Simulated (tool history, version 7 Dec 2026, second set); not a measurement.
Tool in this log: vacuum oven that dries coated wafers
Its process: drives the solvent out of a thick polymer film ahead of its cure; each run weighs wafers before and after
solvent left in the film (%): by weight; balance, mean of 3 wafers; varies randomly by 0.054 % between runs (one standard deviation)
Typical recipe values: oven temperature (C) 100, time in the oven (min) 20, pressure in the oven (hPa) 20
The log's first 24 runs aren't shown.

Run 25, day 64.9: usual settings but oven temperature (C) 89. Result: solvent left in the film (%) 5.13.
Run 26, day 66.692: usual settings but oven temperature (C) 89. Result: solvent left in the film (%) 5.17.
Run 27, day 69.2: usual settings but oven temperature (C) 94, time in the oven (min) 13, pressure in the oven (hPa) 12.3. Result: solvent left in the film (%) 5.7.
Run 28, day 71.988: usual settings but time in the oven (min) 33, pressure in the oven (hPa) 64.8. Result: solvent left in the film (%) 4.26.
At day 72.254: vacuum gauge cleaned of residue and calibrated, once more.
Run 29, day 74.367: usual settings but oven temperature (C) 97, time in the oven (min) 19, pressure in the oven (hPa) 12.2. Result: solvent left in the film (%) 2.82.
Run 30, day 76.088: usual settings but oven temperature (C) 103, time in the oven (min) 25, pressure in the oven (hPa) 43.1. Result: solvent left in the film (%) 2.77.
At day 78.179: oven's thermocouples calibrated.
Run 31, day 78.662: usual settings but oven temperature (C) 114, pressure in the oven (hPa) 20.1. Result: solvent left in the film (%) 0.78.
Run 32, day 82.088: usual settings but oven temperature (C) 90, time in the oven (min) 28, pressure in the oven (hPa) 51.9. Result: solvent left in the film (%) 5.31.
Run 33, day 85.25: usual settings but pressure in the oven (hPa) 15. Result: solvent left in the film (%) 1.93.
Run 34, day 88.329: usual settings but time in the oven (min) 27. Result: solvent left in the film (%) 1.57.
Run 35, day 90.521: usual settings but oven temperature (C) 109, time in the oven (min) 27. Result: solvent left in the film (%) 0.87.
Run 36, day 94.096: usual settings but time in the oven (min) 27. Result: solvent left in the film (%) 1.64.
Run 37, day 97.525: usual settings but time in the oven (min) 27. Result: solvent left in the film (%) 1.65.
Run 38, day 100.158: usual settings but time in the oven (min) 27, pressure in the oven (hPa) 17.3. Result: solvent left in the film (%) 1.48.
Run 39, day 102.308: usual settings but time in the oven (min) 27, pressure in the oven (hPa) 17.3. Result: solvent left in the film (%) 1.46.
Run 40, day 104.767: usual settings but oven temperature (C) 88, time in the oven (min) 34, pressure in the oven (hPa) 31.4. Result: solvent left in the film (%) 4.04.
Run 41, day 108.596: usual settings but oven temperature (C) 88, time in the oven (min) 34, pressure in the oven (hPa) 31.4. Result: solvent left in the film (%) 3.86.
Run 42, day 111.829: usual settings but oven temperature (C) 88, time in the oven (min) 34, pressure in the oven (hPa) 31.4. Result: solvent left in the film (%) 4.01.
Run 43, day 114.929: usual settings but oven temperature (C) 86, pressure in the oven (hPa) 31.4. Result: solvent left in the film (%) 6.97.
Run 44, day 117.467: usual settings but oven temperature (C) 86, pressure in the oven (hPa) 31.4. Result: solvent left in the film (%) 6.67.
Run 45, day 119.488: usual settings but time in the oven (min) 19, pressure in the oven (hPa) 15.6. Result: solvent left in the film (%) 2.38.
Run 46, day 122.908: usual settings but time in the oven (min) 19, pressure in the oven (hPa) 15.6. Result: solvent left in the film (%) 2.4.
Run 47, day 125.162: usual settings but oven temperature (C) 96. Result: solvent left in the film (%) 3.39.

Each row is a separate what-if for the run after 47, all from the same tool condition, not one after another. Results?
Run A, day 128.208: usual settings but oven temperature (C) 96, time in the oven (min) 15. Result: solvent left in the film (%) ?.
Run B, day 128.208: usual settings but oven temperature (C) 93, time in the oven (min) 18, pressure in the oven (hPa) 15.6. Result: solvent left in the film (%) ?.
Run C, day 128.208: usual settings but oven temperature (C) 88, time in the oven (min) 31, pressure in the oven (hPa) 26.2. Result: solvent left in the film (%) ?.

run  solvent left in the film (%)
  A                          4.68
  B                          4.35
  C                          4.06
With the hidden condition removed and each run's random variation left untouched, the same runs would have given:
run  solvent left in the film (%)
  A                           4.1
  B                          3.76
  C                          3.47

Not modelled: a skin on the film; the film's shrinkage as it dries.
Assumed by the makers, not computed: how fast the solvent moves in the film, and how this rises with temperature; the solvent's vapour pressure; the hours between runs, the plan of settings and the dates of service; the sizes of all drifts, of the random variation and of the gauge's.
